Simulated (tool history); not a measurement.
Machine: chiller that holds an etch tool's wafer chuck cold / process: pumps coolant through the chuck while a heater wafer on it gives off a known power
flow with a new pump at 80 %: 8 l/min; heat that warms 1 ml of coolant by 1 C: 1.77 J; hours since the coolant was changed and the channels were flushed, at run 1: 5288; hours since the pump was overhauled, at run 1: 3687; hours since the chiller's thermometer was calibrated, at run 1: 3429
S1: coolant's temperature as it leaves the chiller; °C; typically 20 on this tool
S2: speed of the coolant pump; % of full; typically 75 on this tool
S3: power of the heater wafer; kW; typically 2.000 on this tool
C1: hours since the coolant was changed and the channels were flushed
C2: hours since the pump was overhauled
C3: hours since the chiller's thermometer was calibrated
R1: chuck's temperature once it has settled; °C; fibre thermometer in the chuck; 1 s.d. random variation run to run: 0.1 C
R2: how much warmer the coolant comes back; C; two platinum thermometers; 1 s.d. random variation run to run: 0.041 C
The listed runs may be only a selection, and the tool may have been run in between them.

run,hour,S1,S2,S3,C1,C2,C3,R1,R2
1,0.0,20,75,2.000,5288,3687,3429,36.6,9.13
2,79.9,20,75,2.000,5368,3766,3509,36.5,9.17
# hour 105.2: chiller's thermometer calibrated
3,149.8,20,75,2.000,5437,3835,45,36.5,9.17
4,214.9,20,75,2.000,5502,3900,110,36.4,9.11
5,262.9,20,87,2.000,5550,3948,158,34.2,7.70
6,326.1,20,93,2.000,5614,4012,221,33.1,7.10
7,437.6,20,100,2.000,5725,4123,332,32.3,6.59
8,494.1,20,100,2.000,5781,4180,389,32.4,6.59
9,586.8,20,100,2.000,5874,4272,482,32.3,6.59
10,681.6,20,75,2.000,5969,4367,576,36.3,9.09
11,759.4,20,75,2.000,6047,4445,654,36.5,9.13
12,821.4,10,75,1.072,6109,4507,716,18.8,4.84
13,866.8,24,62,1.460,6154,4552,762,38.6,8.23
14,954.4,18,92,1.039,6242,4640,849,25.1,3.81
15,1011.4,18,92,1.039,6299,4697,906,24.9,3.75
16,1066.4,16,67,2.029,6354,4752,961,34.9,10.60
17,1148.2,20,96,1.013,6436,4834,1043,26.3,3.54
18,1261.1,20,96,2.068,6548,4947,1156,33.4,7.18
19,1323.5,20,86,2.068,6611,5009,1218,34.8,8.15
20,1398.4,21,68,1.448,6686,5084,1293,34.2,7.40
21,1485.9,21,68,1.448,6773,5171,1381,34.1,7.32
22,1542.3,23,70,1.254,6830,5228,1437,34.0,6.21

Branching from run 22: 4 alternative next runs. What would each branch give?
A,1627.2,12,70,1.254,6915,5313,1522,?,?
B,1627.2,23,63,2.000,6915,5313,1522,?,?
C,1627.2,23,77,2.273,6915,5313,1522,?,?
D,1627.2,23,96,2.100,6915,5313,1522,?,?

run,R1,R2
A,23.0,6.20
B,42.7,11.23
C,41.1,10.11
D,36.3,7.28
Take away the tool's hidden state, keep each run's random variation, and the runs would have read:
run,R1,R2
A,23.0,6.19
B,42.7,11.22
C,41.1,10.10
D,36.3,7.27
